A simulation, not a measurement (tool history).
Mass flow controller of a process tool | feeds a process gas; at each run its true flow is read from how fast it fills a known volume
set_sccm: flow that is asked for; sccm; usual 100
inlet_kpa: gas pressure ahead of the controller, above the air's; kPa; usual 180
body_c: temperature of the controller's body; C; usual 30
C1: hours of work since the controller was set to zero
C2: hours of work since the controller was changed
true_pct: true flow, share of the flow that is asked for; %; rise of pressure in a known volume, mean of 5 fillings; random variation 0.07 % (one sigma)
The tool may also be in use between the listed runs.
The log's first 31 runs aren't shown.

{"run": 32, "hour": 3174.3, "set_sccm": 78, "inlet_kpa": 186, "body_c": 38, "C1": 5316, "C2": 5316, "true_pct": 96.28}
{"run": 33, "hour": 3275.6, "set_sccm": 35, "inlet_kpa": 246, "body_c": 30, "C1": 5371, "C2": 5371, "true_pct": 95.95}
{"run": 34, "hour": 3367.6, "set_sccm": 52, "inlet_kpa": 246, "body_c": 22, "C1": 5420, "C2": 5420, "true_pct": 94.71}
{"hour": 3474.8, "done": "controller exchanged for a calibrated one"}
{"run": 35, "hour": 3509.7, "set_sccm": 65, "inlet_kpa": 180, "body_c": 30, "C1": 19, "C2": 19, "true_pct": 97.85}
{"run": 36, "hour": 3631.7, "set_sccm": 65, "inlet_kpa": 180, "body_c": 30, "C1": 84, "C2": 84, "true_pct": 97.69}
{"run": 37, "hour": 3737.2, "set_sccm": 123, "inlet_kpa": 238, "body_c": 37, "C1": 141, "C2": 141, "true_pct": 99.9}
{"run": 38, "hour": 3844.6, "set_sccm": 22, "inlet_kpa": 238, "body_c": 21, "C1": 198, "C2": 198, "true_pct": 96.32}
{"run": 39, "hour": 3906.5, "set_sccm": 100, "inlet_kpa": 165, "body_c": 31, "C1": 231, "C2": 231, "true_pct": 98.45}
{"run": 40, "hour": 4002.0, "set_sccm": 77, "inlet_kpa": 180, "body_c": 30, "C1": 282, "C2": 282, "true_pct": 97.88}
{"run": 41, "hour": 4100.4, "set_sccm": 167, "inlet_kpa": 204, "body_c": 23, "C1": 335, "C2": 335, "true_pct": 98.66}
{"run": 42, "hour": 4200.0, "set_sccm": 198, "inlet_kpa": 179, "body_c": 34, "C1": 388, "C2": 388, "true_pct": 100.36}
{"run": 43, "hour": 4301.2, "set_sccm": 198, "inlet_kpa": 179, "body_c": 34, "C1": 443, "C2": 443, "true_pct": 100.42}
{"run": 44, "hour": 4375.0, "set_sccm": 198, "inlet_kpa": 179, "body_c": 34, "C1": 482, "C2": 482, "true_pct": 100.33}

4 ways to go on from here, each from the tool as it stands after run 44. What would each give?
{"run": "A", "hour": 4431.8, "set_sccm": 198, "inlet_kpa": 256, "body_c": 34, "C1": 513, "C2": 513, "true_pct": "?"}
{"run": "B", "hour": 4431.8, "set_sccm": 198, "inlet_kpa": 165, "body_c": 34, "C1": 513, "C2": 513, "true_pct": "?"}
{"run": "C", "hour": 4431.8, "set_sccm": 32, "inlet_kpa": 231, "body_c": 28, "C1": 513, "C2": 513, "true_pct": "?"}
{"run": "D", "hour": 4431.8, "set_sccm": 108, "inlet_kpa": 180, "body_c": 30, "C1": 513, "C2": 513, "true_pct": "?"}

run=A true_pct=100.51
run=B true_pct=100.31
run=C true_pct=97.1
run=D true_pct=98.24
Without the tool's hidden state the same runs would have given:
run=A true_pct=101.19
run=B true_pct=100.98
run=C true_pct=97.56
run=D true_pct=98.88
